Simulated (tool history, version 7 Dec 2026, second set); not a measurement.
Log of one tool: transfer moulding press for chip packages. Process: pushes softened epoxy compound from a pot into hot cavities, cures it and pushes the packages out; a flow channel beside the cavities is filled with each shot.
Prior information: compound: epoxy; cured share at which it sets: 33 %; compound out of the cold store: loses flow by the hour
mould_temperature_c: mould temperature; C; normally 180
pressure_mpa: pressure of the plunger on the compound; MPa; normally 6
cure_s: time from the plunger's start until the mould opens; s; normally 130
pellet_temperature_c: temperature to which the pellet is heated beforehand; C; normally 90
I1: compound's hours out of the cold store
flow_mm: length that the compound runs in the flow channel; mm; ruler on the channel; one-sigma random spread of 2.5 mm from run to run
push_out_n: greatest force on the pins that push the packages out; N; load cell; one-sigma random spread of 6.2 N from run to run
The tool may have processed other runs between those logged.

run 1 hour=0 | mould_temperature_c=180 pressure_mpa=6 cure_s=130 pellet_temperature_c=90 | I1=26.5 | flow_mm=520 push_out_n=290
run 2 hour=31.2 | mould_temperature_c=180 pressure_mpa=6 cure_s=130 pellet_temperature_c=90 | I1=25.9 | flow_mm=517 push_out_n=311
-- hour=49.5 cavities cleaned with cleaning compound and waxed
run 3 hour=78.9 | mould_temperature_c=180 pressure_mpa=6 cure_s=130 pellet_temperature_c=90 | I1=45.6 | flow_mm=473 push_out_n=271
run 4 hour=110.9 | mould_temperature_c=180 pressure_mpa=6 cure_s=130 pellet_temperature_c=90 | I1=14.9 | flow_mm=544 push_out_n=311
-- hour=136.7 cavities cleaned with cleaning compound and waxed
run 5 hour=145.8 | mould_temperature_c=180 pressure_mpa=6 cure_s=130 pellet_temperature_c=90 | I1=43.7 | flow_mm=477 push_out_n=250
run 6 hour=174.7 | mould_temperature_c=180 pressure_mpa=6 cure_s=130 pellet_temperature_c=90 | I1=41.8 | flow_mm=475 push_out_n=292
run 7 hour=217.4 | mould_temperature_c=180 pressure_mpa=6 cure_s=130 pellet_temperature_c=90 | I1=12.9 | flow_mm=541 push_out_n=331
-- hour=224 cavities cleaned with cleaning compound and waxed
run 8 hour=239 | mould_temperature_c=180 pressure_mpa=6 cure_s=130 pellet_temperature_c=90 | I1=24.7 | flow_mm=508 push_out_n=277
run 9 hour=259.9 | mould_temperature_c=180 pressure_mpa=6 cure_s=130 pellet_temperature_c=90 | I1=30.1 | flow_mm=502 push_out_n=285
run 10 hour=286.5 | mould_temperature_c=180 pressure_mpa=6 cure_s=130 pellet_temperature_c=90 | I1=21.4 | flow_mm=519 push_out_n=321
-- hour=310.8 cavities cleaned with cleaning compound and waxed
-- hour=324.5 plunger's sealing rings changed
run 11 hour=327.2 | mould_temperature_c=180 pressure_mpa=6 cure_s=130 pellet_temperature_c=90 | I1=21.4 | flow_mm=538 push_out_n=257
run 12 hour=359.3 | mould_temperature_c=180 pressure_mpa=6 cure_s=130 pellet_temperature_c=90 | I1=31.5 | flow_mm=517 push_out_n=300
run 13 hour=384.2 | mould_temperature_c=180 pressure_mpa=4.82 cure_s=130 pellet_temperature_c=90 | I1=16.1 | flow_mm=492 push_out_n=302
-- hour=399.7 cavities cleaned with cleaning compound and waxed
run 14 hour=433.1 | mould_temperature_c=180 pressure_mpa=6 cure_s=130 pellet_temperature_c=90 | I1=30.3 | flow_mm=513 push_out_n=284
run 15 hour=463.5 | mould_temperature_c=187 pressure_mpa=6 cure_s=137 pellet_temperature_c=90 | I1=26.5 | flow_mm=514 push_out_n=274
-- hour=487.4 cavities cleaned with cleaning compound and waxed
run 16 hour=504.6 | mould_temperature_c=175 pressure_mpa=4.8 cure_s=137 pellet_temperature_c=97 | I1=46.8 | flow_mm=433 push_out_n=292
run 17 hour=539.9 | mould_temperature_c=174 pressure_mpa=7.13 cure_s=137 pellet_temperature_c=96 | I1=9.6 | flow_mm=618 push_out_n=369
-- hour=576 cavities cleaned with cleaning compound and waxed
run 18 hour=582.2 | mould_temperature_c=174 pressure_mpa=7.13 cure_s=137 pellet_temperature_c=96 | I1=39.4 | flow_mm=539 push_out_n=268
-- hour=586.5 mould's thermocouples calibrated
run 19 hour=625.8 | mould_temperature_c=188 pressure_mpa=5.01 cure_s=142 pellet_temperature_c=89 | I1=26 | flow_mm=466 push_out_n=266
run 20 hour=649.6 | mould_temperature_c=188 pressure_mpa=5.01 cure_s=142 pellet_temperature_c=89 | I1=28.6 | flow_mm=459 push_out_n=279
-- hour=663.4 cavities cleaned with cleaning compound and waxed
run 21 hour=682.6 | mould_temperature_c=180 pressure_mpa=6.14 cure_s=140 pellet_temperature_c=90 | I1=14.5 | flow_mm=550 push_out_n=262
run 22 hour=715.5 | mould_temperature_c=180 pressure_mpa=6 cure_s=130 pellet_temperature_c=98 | I1=19.4 | flow_mm=524 push_out_n=300

Predict the results of run 23:
-- hour=751 cavities cleaned with cleaning compound and waxed
run 23 hour=753 | mould_temperature_c=180 pressure_mpa=5.42 cure_s=158 pellet_temperature_c=90 | I1=25.8 | flow_mm=? push_out_n=?

flow_mm: 488 mm
push_out_n: 218 N
If the tool had no hidden condition, the same run with the same run-to-run variation would have returned flow_mm 504 mm, push_out_n 213 N.
